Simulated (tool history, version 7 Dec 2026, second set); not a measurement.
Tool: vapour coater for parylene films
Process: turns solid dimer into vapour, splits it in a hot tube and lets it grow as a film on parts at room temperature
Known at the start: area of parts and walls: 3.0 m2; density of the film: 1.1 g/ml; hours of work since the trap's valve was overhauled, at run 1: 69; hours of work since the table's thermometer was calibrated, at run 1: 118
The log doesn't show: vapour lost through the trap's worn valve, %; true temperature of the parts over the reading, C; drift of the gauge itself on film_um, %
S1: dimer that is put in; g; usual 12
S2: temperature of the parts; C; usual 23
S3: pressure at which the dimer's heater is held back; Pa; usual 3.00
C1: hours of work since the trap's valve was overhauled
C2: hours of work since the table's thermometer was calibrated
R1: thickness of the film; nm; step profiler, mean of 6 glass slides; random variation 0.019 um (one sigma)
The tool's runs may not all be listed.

run   hour  S1  S2    S3   C1   C2    R1
  1    0.0  12  23  3.00   69  118  3140
  2   16.5  12  23  3.00   79  129  3120
  3   24.3  12  23  3.00   84  134  3140
  4   42.9  12  23  3.00   96  146  3110
  5   58.8  12  23  3.00  106  156  3160
  6   77.7  10  23  3.00  118  168  2610
  7   89.0  10  23  3.00  125  175  2610
  8   97.0  10  23  3.00  130  180  2610
  9  115.0  10  23  3.00  142  191  2640
 10  123.7  12  26  3.00  147  197  2970
 11  135.9  12  26  3.00  155  205  2950
 12  148.2  12  26  3.00  163  212  2960
 13  155.9  12  23  3.00  168  217  3110
 14  174.1  12  23  3.00  179  229  3110
 15  193.1  12  23  3.00  191  241  3070
 16  208.4  12  23  3.00  201  250  3110
 17  224.0   6  23  4.11  211  260  1440
 18  234.8   6  17  7.86  218  267  1430
 19  245.6  22  24  3.42  224  274  5410
 20  264.5   6  28  3.00  236  286  1430
 21  274.1  12  28  7.86  242  292  2360
 22  288.8  12  32  7.43  252  301  2240
 23  303.7  12  18  6.17  261  311  2910
 24  312.0  12  18  7.85  266  316  2740
 25  319.9  10  33  3.00  271  321  2190
 26  328.3  10  33  3.00  277  326  2160
 27  347.0   6  28  5.46  289  338  1240
 28  354.7   6  28  5.46  294  343  1250
 29  364.5   7  19  9.06  300  349  1500
 30  379.3   6  26  3.00  309  359  1450
     388.5  -- trap's valve overhauled
 31  400.3   6  26  3.00    8  369  1520

Forecast each of these 5 alternatives for the next run:
  A  413.8  12  26  3.85  16  378   ?
  B  413.8   6  33  5.18  16  378   ?
  C  413.8  15  31  4.27  16  378   ?
  D  413.8   6  26  4.51  16  378   ?
  E  413.8   6  32  9.33  16  378   ?

run    R1
  A  2920
  B  1230
  C  3290
  D  1380
  E  1070
Without the tool's hidden state the same runs would have given:
run    R1
  A  2910
  B  1230
  C  3270
  D  1380
  E  1060

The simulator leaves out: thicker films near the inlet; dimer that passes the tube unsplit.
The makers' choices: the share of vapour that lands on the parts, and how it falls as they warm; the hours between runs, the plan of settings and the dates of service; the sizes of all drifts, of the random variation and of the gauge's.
